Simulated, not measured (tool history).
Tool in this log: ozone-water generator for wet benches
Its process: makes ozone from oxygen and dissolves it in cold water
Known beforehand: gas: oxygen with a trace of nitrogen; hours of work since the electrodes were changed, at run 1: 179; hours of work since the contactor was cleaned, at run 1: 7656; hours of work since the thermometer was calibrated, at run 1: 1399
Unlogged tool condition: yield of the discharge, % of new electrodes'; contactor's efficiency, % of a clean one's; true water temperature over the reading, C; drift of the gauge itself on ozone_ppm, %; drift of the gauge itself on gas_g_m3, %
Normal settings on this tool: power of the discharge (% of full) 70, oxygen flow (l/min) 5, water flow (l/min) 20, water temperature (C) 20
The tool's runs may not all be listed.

| run | hour | power of the discharge (% of full) | oxygen flow (l/min) | water flow (l/min) | water temperature (C) | hours of work since the electrodes were changed | hours of work since the contactor was cleaned | hours of work since the thermometer was calibrated | dissolved ozone (ppm) | ozone in the gas ahead of the water (g/m3) |
|---|---|---|---|---|---|---|---|---|---|---|
| 1 | 0 | 70 | 5 | 20 | 20 | 179 | 7656 | 1399 | 25.2 | 262.5 |
| 2 | 37.6 | 70 | 5 | 20 | 20 | 209 | 7687 | 1430 | 25.4 | 264.8 |
| 3 | 78.6 | 70 | 3.15 | 20 | 20 | 243 | 7720 | 1463 | 24.2 | 333.6 |
| 4 | 125.4 | 70 | 5 | 27 | 20 | 281 | 7758 | 1501 | 19.8 | 264 |
| 5 | 156.5 | 70 | 5 | 27 | 20 | 306 | 7783 | 1526 | 20.1 | 264.2 |
| 6 | 225.7 | 70 | 5 | 20 | 20 | 362 | 7839 | 1583 | 25.5 | 265.8 |
| 7 | 257.8 | 70 | 5 | 20 | 20 | 388 | 7866 | 1609 | 25.5 | 268.4 |
| 8 | 309.3 | 70 | 5 | 27 | 20 | 430 | 7907 | 1650 | 19.9 | 264.9 |
| 9 | 358.6 | 70 | 5 | 27 | 20 | 470 | 7947 | 1690 | 19.9 | 262.8 |
| 10 | 403.4 | 70 | 5 | 27 | 20 | 506 | 7984 | 1727 | 20.1 | 263.9 |
| 11 | 459.3 | 70 | 5 | 27 | 20 | 552 | 8029 | 1772 | 19.9 | 264.6 |
| 12 | 510.7 | 70 | 5 | 27 | 20 | 593 | 8071 | 1814 | 19.7 | 267.4 |

Run 13 is up next; what results do you expect?
| 13 | 579.3 | 45 | 5.57 | 14 | 18 | 649 | 8127 | 1870 | ? | ? |

dissolved ozone (ppm): 25
ozone in the gas ahead of the water (g/m3): 185.9
With no hidden state in the tool, this same run would have given dissolved ozone (ppm) 26.2, ozone in the gas ahead of the water (g/m3) 186.4.

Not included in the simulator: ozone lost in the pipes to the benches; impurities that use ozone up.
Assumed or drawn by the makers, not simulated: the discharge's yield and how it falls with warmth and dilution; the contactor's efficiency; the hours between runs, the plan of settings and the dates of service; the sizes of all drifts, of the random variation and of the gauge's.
